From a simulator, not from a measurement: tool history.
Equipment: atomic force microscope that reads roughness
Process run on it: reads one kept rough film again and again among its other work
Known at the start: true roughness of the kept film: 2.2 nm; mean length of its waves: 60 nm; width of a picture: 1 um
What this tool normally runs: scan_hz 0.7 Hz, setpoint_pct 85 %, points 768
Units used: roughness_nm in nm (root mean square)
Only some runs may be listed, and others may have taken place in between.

run	day	scan_hz	setpoint_pct	points	roughness_nm
1	0	0.7	85	768	2.099
# day 0.333: new tip fitted
2	1.283	0.7	85	768	2.087
3	2.329	0.7	85	768	2.081
# day 2.475: new tip fitted
4	3.888	0.7	85	768	2.094
# day 4.608: new tip fitted
5	5.158	0.7	85	768	2.088
# day 6.796: new tip fitted
6	7.421	0.7	85	813	2.11
# day 8.996: new tip fitted
7	9.021	0.7	85	405	2.111
8	10.554	0.7	85	261	2.094
# day 11.233: new tip fitted
9	12.388	0.7	85	768	2.074
# day 13.392: new tip fitted
10	13.596	0.7	85	768	2.097
11	14.783	0.7	85	768	2.097
# day 15.458: new tip fitted
12	16.688	0.7	85	768	2.1
# day 17.629: new tip fitted
13	18.646	0.7	85	768	2.093
# day 19.779: new tip fitted
14	20.621	0.7	85	768	2.108
# day 21.858: new tip fitted
15	22.704	0.7	83	768	2.104
# day 23.996: new tip fitted
16	25.233	0.7	83	768	2.077
# day 26.071: new tip fitted
17	27.158	0.7	83	768	2.104
# day 28.146: new tip fitted
18	29.683	0.7	67	768	2.122
# day 30.358: new tip fitted
19	31.779	0.7	85	768	2.1
# day 32.488: new tip fitted
# day 33.508: height scale calibrated on a step standard
20	34.075	0.7	85	768	2.096
# day 34.604: new tip fitted
21	36.021	0.7	85	768	2.089
# day 36.817: new tip fitted
22	37.179	0.7	85	768	2.087
# day 39.004: new tip fitted
23	39.592	0.7	85	768	2.091
24	40.629	1.247	85	768	2.051
# day 41.058: new tip fitted
# day 43.154: new tip fitted
25	43.2	1.247	85	768	2.052
# day 45.258: new tip fitted
26	45.258	1.559	85	768	2.022
27	46.467	1.559	85	768	2.031
# day 47.292: new tip fitted
28	48.825	1.559	85	768	2.02
# day 49.362: new tip fitted
29	50.238	1.559	85	768	2.013
# day 51.462: new tip fitted
30	51.675	2.514	85	1002	1.966
31	52.921	0.945	85	259	2.075
# day 53.504: new tip fitted
32	54.792	2.716	85	259	1.936
# day 55.692: new tip fitted
33	56.146	0.7	85	259	2.096
# day 57.729: new tip fitted
34	57.729	0.7	68	900	2.118
35	59.033	1.793	86	896	1.99
# day 59.892: new tip fitted
36	61.45	3.97	81	442	1.908
# day 61.996: new tip fitted
37	62.867	3.97	81	442	1.907
# day 64.008: new tip fitted
38	64.4	3.97	81	442	1.908
39	65.954	3.97	81	442	1.908
# day 66.171: new tip fitted
# day 68.246: new tip fitted
40	68.383	1.28	55	537	2.129
# day 70.279: new tip fitted
41	70.408	1.28	55	537	2.124
# day 72.467: new tip fitted
42	72.804	1.28	55	537	2.135
43	74.038	0.601	74	901	2.113
# day 74.6: new tip fitted
44	75.629	0.74	89	768	2.055
# day 76.675: new tip fitted
45	77.254	0.975	62	768	2.134
# day 78.771: new tip fitted
46	79.35	0.624	58	775	2.119
# day 80.896: new tip fitted
47	81.812	0.7	85	499	2.104
# day 82.912: new tip fitted
48	83.742	0.7	85	499	2.08
# day 85.012: new tip fitted
49	85.638	1.361	85	810	2.027

Below are 4 alternative next runs, each starting from the tool's condition after run 49. Predict each:
# day 87.046: new tip fitted
A	87.921	1.361	85	919	?
# day 87.046: new tip fitted
B	87.921	3.005	82	845	?
# day 87.046: new tip fitted
C	87.921	0.79	70	338	?
# day 87.046: new tip fitted
D	87.921	0.7	60	768	?

run	roughness_nm
A	2.041
B	1.971
C	2.11
D	2.136
Stripped of hidden state, with their random variation kept, the same runs would have yielded:
run	roughness_nm
A	2.04
B	1.97
C	2.109
D	2.136

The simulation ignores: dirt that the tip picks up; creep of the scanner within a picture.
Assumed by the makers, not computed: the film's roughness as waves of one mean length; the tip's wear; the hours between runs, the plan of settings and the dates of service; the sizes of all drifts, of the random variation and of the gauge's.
